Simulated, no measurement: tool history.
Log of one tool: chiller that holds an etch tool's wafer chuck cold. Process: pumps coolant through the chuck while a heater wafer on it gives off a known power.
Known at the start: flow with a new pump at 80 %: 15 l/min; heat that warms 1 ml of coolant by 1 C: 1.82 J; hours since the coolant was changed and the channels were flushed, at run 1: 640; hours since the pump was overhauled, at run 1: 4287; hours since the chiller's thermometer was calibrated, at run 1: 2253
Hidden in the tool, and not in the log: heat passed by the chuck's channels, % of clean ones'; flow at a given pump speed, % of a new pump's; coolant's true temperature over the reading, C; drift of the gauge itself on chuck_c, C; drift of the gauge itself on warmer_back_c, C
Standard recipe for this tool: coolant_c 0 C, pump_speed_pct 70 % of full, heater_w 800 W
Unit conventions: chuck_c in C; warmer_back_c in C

run    hour  coolant_c  pump_speed_pct  heater_w  hours since the coolant was changed and the channels were flushed  hours since the pump was overhauled  hours since the chiller's thermometer was calibrated  chuck_c  warmer_back_c
  1     0.0          0              70       800                                                                640                                 4287                                                  2253      7.6           2.37
  2   166.8          0              70       800                                                                807                                 4454                                                  2420      7.5           2.39
  3   271.4         -5              70       800                                                                912                                 4559                                                  2525      2.8           2.32
      410.0  -- chiller's thermometer calibrated
  4   448.3         -5              70       800                                                               1088                                 4735                                                    38      2.9           2.41
  5   566.2          0              81       800                                                               1206                                 4852                                                   156      7.3           1.99
  6   643.3          0              81       800                                                               1283                                 4930                                                   233      7.1           1.98
  7   819.8          0              70       410                                                               1459                                 5106                                                   410      4.3           1.24
      837.8  -- chiller's thermometer calibrated, once more
  8   894.5          0              70       410                                                               1533                                 5180                                                    57      4.1           1.29
  9   996.1          0              70       410                                                               1635                                 5281                                                   158      4.0           1.25
 10  1142.5          0              70       410                                                               1781                                 5428                                                   305      4.1           1.25
 11  1312.9          8              70       404                                                               1951                                 5598                                                   475     11.9           1.25
 12  1495.1         -8              70       580                                                               2133                                 5780                                                   657     -2.1           1.74
 13  1599.8          2              70       533                                                               2238                                 5885                                                   762      7.5           1.70
 14  1708.6          9              70       801                                                               2347                                 5994                                                   871     17.3           2.51
 15  1865.6          7              76       797                                                               2504                                 6151                                                  1028     14.7           2.28

Forecast each of these 4 alternatives for the next run:
  A  1946.2          3              93       797                                                               2585                                 6231                                                  1108        ?              ?
  B  1946.2          0              71       800                                                               2585                                 6231                                                  1108        ?              ?
  C  1946.2         -3              73       897                                                               2585                                 6231                                                  1108        ?              ?
  D  1946.2         -4              63       531                                                               2585                                 6231                                                  1108        ?              ?

run  chuck_c  warmer_back_c
  A      9.8           1.82
  B      8.5           2.41
  C      6.1           2.71
  D      2.1           1.89
Had the tool no hidden state, the same runs would have come out as:
run  chuck_c  warmer_back_c
  A      8.4           1.48
  B      6.8           1.95
  C      4.3           2.21
  D      1.0           1.54
